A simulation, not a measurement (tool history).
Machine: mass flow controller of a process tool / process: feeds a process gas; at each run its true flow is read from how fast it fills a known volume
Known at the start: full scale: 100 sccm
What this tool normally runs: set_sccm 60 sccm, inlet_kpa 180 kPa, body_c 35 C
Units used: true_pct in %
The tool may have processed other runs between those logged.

{"run": 1, "hour": 0.0, "set_sccm": 60, "inlet_kpa": 180, "body_c": 35, "true_pct": 100.35}
{"run": 2, "hour": 311.4, "set_sccm": 60, "inlet_kpa": 180, "body_c": 35, "true_pct": 100.41}
{"hour": 525.9, "done": "controller's zero set anew"}
{"run": 3, "hour": 712.9, "set_sccm": 60, "inlet_kpa": 180, "body_c": 35, "true_pct": 99.94}
{"run": 4, "hour": 1117.3, "set_sccm": 60, "inlet_kpa": 180, "body_c": 35, "true_pct": 100.21}
{"run": 5, "hour": 1508.5, "set_sccm": 60, "inlet_kpa": 180, "body_c": 28, "true_pct": 101.02}
{"run": 6, "hour": 1925.1, "set_sccm": 60, "inlet_kpa": 180, "body_c": 28, "true_pct": 101.02}
{"run": 7, "hour": 2253.1, "set_sccm": 60, "inlet_kpa": 180, "body_c": 28, "true_pct": 101.08}
{"run": 8, "hour": 2458.7, "set_sccm": 60, "inlet_kpa": 180, "body_c": 35, "true_pct": 100.47}
{"run": 9, "hour": 2817.5, "set_sccm": 60, "inlet_kpa": 180, "body_c": 38, "true_pct": 100.09}
{"run": 10, "hour": 3028.0, "set_sccm": 71, "inlet_kpa": 180, "body_c": 38, "true_pct": 100.19}
{"run": 11, "hour": 3403.6, "set_sccm": 71, "inlet_kpa": 180, "body_c": 38, "true_pct": 100.43}
{"run": 12, "hour": 3705.0, "set_sccm": 71, "inlet_kpa": 180, "body_c": 38, "true_pct": 100.44}
{"run": 13, "hour": 4026.2, "set_sccm": 71, "inlet_kpa": 180, "body_c": 38, "true_pct": 100.44}
{"run": 14, "hour": 4370.0, "set_sccm": 60, "inlet_kpa": 180, "body_c": 35, "true_pct": 100.74}
{"run": 15, "hour": 4702.7, "set_sccm": 60, "inlet_kpa": 180, "body_c": 35, "true_pct": 100.78}
{"run": 16, "hour": 5150.4, "set_sccm": 60, "inlet_kpa": 180, "body_c": 35, "true_pct": 100.73}
{"run": 17, "hour": 5570.0, "set_sccm": 60, "inlet_kpa": 180, "body_c": 35, "true_pct": 101.0}
{"hour": 5715.8, "done": "controller exchanged for a calibrated one"}
{"run": 18, "hour": 6010.5, "set_sccm": 60, "inlet_kpa": 180, "body_c": 35, "true_pct": 98.32}
{"run": 19, "hour": 6324.7, "set_sccm": 60, "inlet_kpa": 180, "body_c": 35, "true_pct": 98.34}
{"run": 20, "hour": 6549.2, "set_sccm": 60, "inlet_kpa": 180, "body_c": 35, "true_pct": 98.31}
{"run": 21, "hour": 6979.6, "set_sccm": 60, "inlet_kpa": 180, "body_c": 27, "true_pct": 99.35}
{"run": 22, "hour": 7293.1, "set_sccm": 60, "inlet_kpa": 180, "body_c": 27, "true_pct": 99.46}
{"run": 23, "hour": 7577.8, "set_sccm": 60, "inlet_kpa": 180, "body_c": 27, "true_pct": 99.5}
{"run": 24, "hour": 7871.2, "set_sccm": 18, "inlet_kpa": 165, "body_c": 25, "true_pct": 99.28}
{"run": 25, "hour": 8095.9, "set_sccm": 77, "inlet_kpa": 165, "body_c": 38, "true_pct": 98.52}
{"run": 26, "hour": 8339.9, "set_sccm": 27, "inlet_kpa": 153, "body_c": 29, "true_pct": 98.88}
{"run": 27, "hour": 8591.9, "set_sccm": 86, "inlet_kpa": 202, "body_c": 35, "true_pct": 99.12}
{"run": 28, "hour": 8869.7, "set_sccm": 60, "inlet_kpa": 182, "body_c": 35, "true_pct": 98.79}
{"run": 29, "hour": 9186.0, "set_sccm": 66, "inlet_kpa": 217, "body_c": 35, "true_pct": 98.99}
{"run": 30, "hour": 9595.1, "set_sccm": 66, "inlet_kpa": 217, "body_c": 35, "true_pct": 98.99}
{"run": 31, "hour": 9932.8, "set_sccm": 10, "inlet_kpa": 217, "body_c": 20, "true_pct": 101.03}
{"run": 32, "hour": 10336.7, "set_sccm": 15, "inlet_kpa": 248, "body_c": 20, "true_pct": 100.76}
{"run": 33, "hour": 10612.4, "set_sccm": 64, "inlet_kpa": 248, "body_c": 20, "true_pct": 100.97}
{"run": 34, "hour": 10951.2, "set_sccm": 25, "inlet_kpa": 209, "body_c": 35, "true_pct": 98.89}
{"run": 35, "hour": 11266.5, "set_sccm": 25, "inlet_kpa": 209, "body_c": 35, "true_pct": 99.0}
{"run": 36, "hour": 11492.5, "set_sccm": 25, "inlet_kpa": 209, "body_c": 35, "true_pct": 99.05}
{"run": 37, "hour": 11927.4, "set_sccm": 24, "inlet_kpa": 141, "body_c": 33, "true_pct": 99.16}
{"run": 38, "hour": 12152.0, "set_sccm": 24, "inlet_kpa": 141, "body_c": 33, "true_pct": 99.12}
{"run": 39, "hour": 12394.6, "set_sccm": 60, "inlet_kpa": 228, "body_c": 31, "true_pct": 100.0}
{"run": 40, "hour": 12684.6, "set_sccm": 11, "inlet_kpa": 215, "body_c": 31, "true_pct": 100.66}
{"run": 41, "hour": 13041.8, "set_sccm": 11, "inlet_kpa": 151, "body_c": 35, "true_pct": 100.12}
{"run": 42, "hour": 13398.0, "set_sccm": 38, "inlet_kpa": 180, "body_c": 37, "true_pct": 99.14}
{"run": 43, "hour": 13597.9, "set_sccm": 19, "inlet_kpa": 269, "body_c": 36, "true_pct": 99.72}
{"run": 44, "hour": 13826.8, "set_sccm": 19, "inlet_kpa": 269, "body_c": 36, "true_pct": 99.72}
{"run": 45, "hour": 14071.4, "set_sccm": 19, "inlet_kpa": 269, "body_c": 36, "true_pct": 99.9}

The logged runs with the hidden state left out (each run's random variation unchanged):
What the log doesn't record here: flow at rest that the sensor doesn't see, % of full scale; true flow over the shown one, %; drift of the gauge itself on true_pct, %.
run=1 true_pct=98.05
run=2 true_pct=98.06
run=3 true_pct=97.98
run=4 true_pct=98.18
run=5 true_pct=98.93
run=6 true_pct=98.86
run=7 true_pct=98.86
run=8 true_pct=98.21
run=9 true_pct=97.77
run=10 true_pct=97.86
run=11 true_pct=98.03
run=12 true_pct=98.00
run=13 true_pct=97.94
run=14 true_pct=98.15
run=15 true_pct=98.14
run=16 true_pct=98.01
run=17 true_pct=98.20
run=18 true_pct=98.17
run=19 true_pct=98.14
run=20 true_pct=98.07
run=21 true_pct=99.04
run=22 true_pct=99.09
run=23 true_pct=99.08
run=24 true_pct=98.46
run=25 true_pct=98.05
run=26 true_pct=98.12
run=27 true_pct=98.59
run=28 true_pct=98.16
run=29 true_pct=98.32
run=30 true_pct=98.24
run=31 true_pct=99.04
run=32 true_pct=99.12
run=33 true_pct=100.05
run=34 true_pct=97.51
run=35 true_pct=97.54
run=36 true_pct=97.55
run=37 true_pct=97.53
run=38 true_pct=97.44
run=39 true_pct=98.75
run=40 true_pct=97.83
run=41 true_pct=97.17
run=42 true_pct=97.49
run=43 true_pct=97.44
run=44 true_pct=97.38
run=45 true_pct=97.50
